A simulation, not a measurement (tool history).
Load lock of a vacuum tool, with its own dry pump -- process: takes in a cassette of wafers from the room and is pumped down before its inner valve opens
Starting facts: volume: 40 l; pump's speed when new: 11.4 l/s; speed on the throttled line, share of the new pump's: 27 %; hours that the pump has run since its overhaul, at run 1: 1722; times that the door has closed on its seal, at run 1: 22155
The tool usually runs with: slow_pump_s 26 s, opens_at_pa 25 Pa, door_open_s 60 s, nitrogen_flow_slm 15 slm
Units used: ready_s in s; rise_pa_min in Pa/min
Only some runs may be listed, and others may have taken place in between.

run     day  slow_pump_s  opens_at_pa  door_open_s  nitrogen_flow_slm  hours that the pump has run since its overhaul  times that the door has closed on its seal  incoming humidity of the room's air, %  ready_s  rise_pa_min
  1   0.000           26           25           60                 15                                            1722                                       22155                                    44.4     48.9        0.722
  2   1.896           26           25           60                 15                                            1768                                       22357                                    45.0     47.6        0.712
  3   4.479           26           25           60                 15                                            1830                                       22633                                    46.3     48.7        0.736
      7.429  -- door's seal changed, seat wiped
  4   8.075           26           25           60                 15                                            1915                                          69                                    46.4     48.9        0.029
  5  11.092           26           25           60                 15                                            1987                                         392                                    44.9     48.6        0.036
  6  14.146           26           25           60                 15                                            2060                                         718                                    46.8     49.3        0.042
  7  15.792           26           25           60                 15                                            2100                                         894                                    44.8     49.1        0.032
  8  18.329           26           25           60                 15                                            2161                                        1165                                    47.5     49.4        0.039
  9  20.338           26           25           30                 15                                            2209                                        1379                                    42.4     48.5        0.030
 10  23.792           26           25           60                 15                                            2292                                        1748                                    45.3     48.6        0.043
 11  27.504           26           25           60                 15                                            2381                                        2145                                    42.3     48.7        0.052
 12  29.321           26           25           60                 22                                            2424                                        2339                                    49.9     49.2        0.056
 13  32.646           26           25           60                 22                                            2504                                        2694                                    45.9     48.7        0.056
 14  36.142           26           25           60                 20                                            2588                                        3067                                    44.0     48.9        0.055
 15  39.112           26           25           60                 31                                            2659                                        3384                                    45.1     49.1        0.060
 16  41.283           26           25           60                 15                                            2712                                        3616                                    48.2     48.5        0.071
 17  44.221           26           25           60                 15                                            2782                                        3930                                    44.5     49.2        0.077
 18  47.183           26           25           60                  5                                            2853                                        4246                                    43.6     48.8        0.094
 19  49.429           26           20           86                 15                                            2907                                        4487                                    46.2     49.6        0.097
 20  52.058           26           20           86                 15                                            2970                                        4767                                    42.4     49.7        0.093
 21  54.092           26           21           60                 17                                            3019                                        4984                                    42.2     49.2        0.091
 22  56.879           26           21           60                 17                                            3086                                        5282                                    47.2     49.7        0.096
 23  58.975           26           39           60                 15                                            3136                                        5506                                    44.6     47.5        0.100
 24  62.754           26           39           60                 41                                            3227                                        5910                                    44.8     47.1        0.100
 25  64.800           25           24           28                 41                                            3276                                        6128                                    42.1     48.8        0.098
 26  66.588           25           24           28                 41                                            3319                                        6319                                    45.2     48.5        0.106
 27  68.721           27           22           46                 29                                            3370                                        6547                                    43.9     50.0        0.119
 28  72.075           52           39           36                  4                                            3451                                        6905                                    44.8     65.3        0.130
 29  74.904           14           20          117                 19                                            3518                                        7207                                    44.4     41.5        0.146
 30  77.138           14           20          117                 19                                            3572                                        7446                                    43.9     41.1        0.155
 31  79.700           26           36           60                 15                                            3634                                        7720                                    43.1     48.4        0.141
 32  81.508           26           36           60                 15                                            3677                                        7913                                    45.5     47.8        0.152

How would selected steps in ready_s from run to run divide? Give the signed amount a tool lacking its hidden state would still show from settings, what came in and random variation, and the signed amount left for the hidden state, including any gauge scatter that is not in both of the compared results.
The tool's hidden condition here consists of: pump's speed, % of a new pump's; leak at the door's seal, Pa l/s; drift of the gauge itself on ready_s, %; drift of the gauge itself on rise_pa_min, %.
Run 27 -> 28: slow_pump_s 27 -> 52, opens_at_pa 22 -> 39, door_open_s 46 -> 36, nitrogen_flow_slm 29 -> 4. ready_s +15.3 s: hidden state -0.4, all else +15.7.
Run 28 -> 29: slow_pump_s 52 -> 14, opens_at_pa 39 -> 20, door_open_s 36 -> 117, nitrogen_flow_slm 4 -> 19. ready_s -23.8 s: hidden state +0.5, all else -24.3.
Run 30 -> 31: slow_pump_s 14 -> 26, opens_at_pa 20 -> 36, door_open_s 117 -> 60, nitrogen_flow_slm 19 -> 15. ready_s +7.3 s: hidden state -0.2, all else +7.5.
